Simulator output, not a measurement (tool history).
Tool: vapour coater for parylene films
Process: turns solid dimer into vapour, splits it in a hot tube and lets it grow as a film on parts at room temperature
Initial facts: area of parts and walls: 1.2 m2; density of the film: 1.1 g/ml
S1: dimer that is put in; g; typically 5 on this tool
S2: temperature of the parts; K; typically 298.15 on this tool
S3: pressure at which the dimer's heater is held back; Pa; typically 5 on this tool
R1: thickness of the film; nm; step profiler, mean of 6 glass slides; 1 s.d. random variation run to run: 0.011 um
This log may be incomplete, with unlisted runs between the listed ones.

run 1 hour=0 | S1=5 S2=298.15 S3=5 | R1=1810
run 2 hour=22.5 | S1=4 S2=298.15 S3=5 | R1=1440
run 3 hour=35.4 | S1=5 S2=298.15 S3=5 | R1=1800
run 4 hour=62.2 | S1=5 S2=298.15 S3=5 | R1=1810
run 5 hour=77 | S1=5 S2=293.15 S3=5 | R1=2310
run 6 hour=92.1 | S1=5 S2=293.15 S3=9.27 | R1=2010
run 7 hour=117.5 | S1=5 S2=293.15 S3=9.27 | R1=2030
run 8 hour=137.2 | S1=5 S2=296.15 S3=5 | R1=2000
run 9 hour=156.3 | S1=4 S2=296.15 S3=5 | R1=1590
run 10 hour=176.8 | S1=4 S2=294.15 S3=5 | R1=1750
run 11 hour=201 | S1=4 S2=294.15 S3=5 | R1=1740
-- hour=221.1 trap's valve overhauled
run 12 hour=226.7 | S1=8 S2=298.15 S3=5 | R1=2900
run 13 hour=239.1 | S1=8 S2=298.15 S3=5 | R1=2920
run 14 hour=261.1 | S1=5 S2=295.15 S3=5 | R1=2100
run 15 hour=273.2 | S1=5 S2=295.15 S3=5 | R1=2080
run 16 hour=297 | S1=5 S2=295.15 S3=5 | R1=2070
run 17 hour=309.9 | S1=5 S2=298.15 S3=5 | R1=1820
run 18 hour=324.8 | S1=5 S2=298.15 S3=5 | R1=1820
run 19 hour=338.6 | S1=5 S2=298.15 S3=5 | R1=1820
run 20 hour=351.8 | S1=5 S2=298.15 S3=5 | R1=1820
run 21 hour=362.7 | S1=5 S2=298.15 S3=5 | R1=1820
run 22 hour=380.1 | S1=5 S2=298.15 S3=5 | R1=1820
run 23 hour=403.1 | S1=5 S2=298.15 S3=5 | R1=1830
run 24 hour=427.1 | S1=3 S2=292.15 S3=8.55 | R1=1290
run 25 hour=445.7 | S1=2 S2=294.15 S3=2.15 | R1=1030
run 26 hour=471.5 | S1=6 S2=291.15 S3=2.69 | R1=3370
run 27 hour=489.8 | S1=6 S2=291.15 S3=2.69 | R1=3400
run 28 hour=500.7 | S1=6 S2=291.15 S3=2.69 | R1=3400
run 29 hour=527 | S1=6 S2=291.15 S3=2.69 | R1=3410
run 30 hour=544.9 | S1=6 S2=291.15 S3=2.69 | R1=3390
run 31 hour=562.3 | S1=4 S2=298.15 S3=3.75 | R1=1550
run 32 hour=589.2 | S1=4 S2=298.15 S3=3.75 | R1=1540
run 33 hour=608.2 | S1=4 S2=298.15 S3=3.75 | R1=1530
run 34 hour=635.2 | S1=5 S2=297.15 S3=7.02 | R1=1770
run 35 hour=653.7 | S1=8 S2=301.15 S3=4.91 | R1=2560
run 36 hour=665.1 | S1=8 S2=301.15 S3=4.91 | R1=2540
-- hour=672.3 trap's valve overhauled
run 37 hour=682.8 | S1=8 S2=301.15 S3=4.91 | R1=2560
run 38 hour=705.9 | S1=5 S2=303.15 S3=4.54 | R1=1450
run 39 hour=722.2 | S1=5 S2=303.15 S3=4.54 | R1=1490
run 40 hour=747.8 | S1=2 S2=303.15 S3=4.54 | R1=590
run 41 hour=774 | S1=2 S2=307.15 S3=2.02 | R1=580
run 42 hour=787.6 | S1=3 S2=303.15 S3=2.88 | R1=970
run 43 hour=811.1 | S1=3 S2=303.15 S3=2.88 | R1=960
run 44 hour=823.8 | S1=6 S2=300.15 S3=10.49 | R1=1710
run 45 hour=844.5 | S1=6 S2=300.15 S3=2.62 | R1=2250

3 ways to go on from here, each from the tool as it stands after run 45. What would each give?
run A hour=869.7 | S1=2 S2=295.15 S3=6.29 | R1=?
run B hour=869.7 | S1=4 S2=300.15 S3=2.08 | R1=?
run C hour=869.7 | S1=4 S2=307.15 S3=2.62 | R1=?

run=A R1=780
run=B R1=1560
run=C R1=1110
Stripped of hidden state, with their random variation kept, the same runs would have yielded:
run=A R1=780
run=B R1=1560
run=C R1=1110

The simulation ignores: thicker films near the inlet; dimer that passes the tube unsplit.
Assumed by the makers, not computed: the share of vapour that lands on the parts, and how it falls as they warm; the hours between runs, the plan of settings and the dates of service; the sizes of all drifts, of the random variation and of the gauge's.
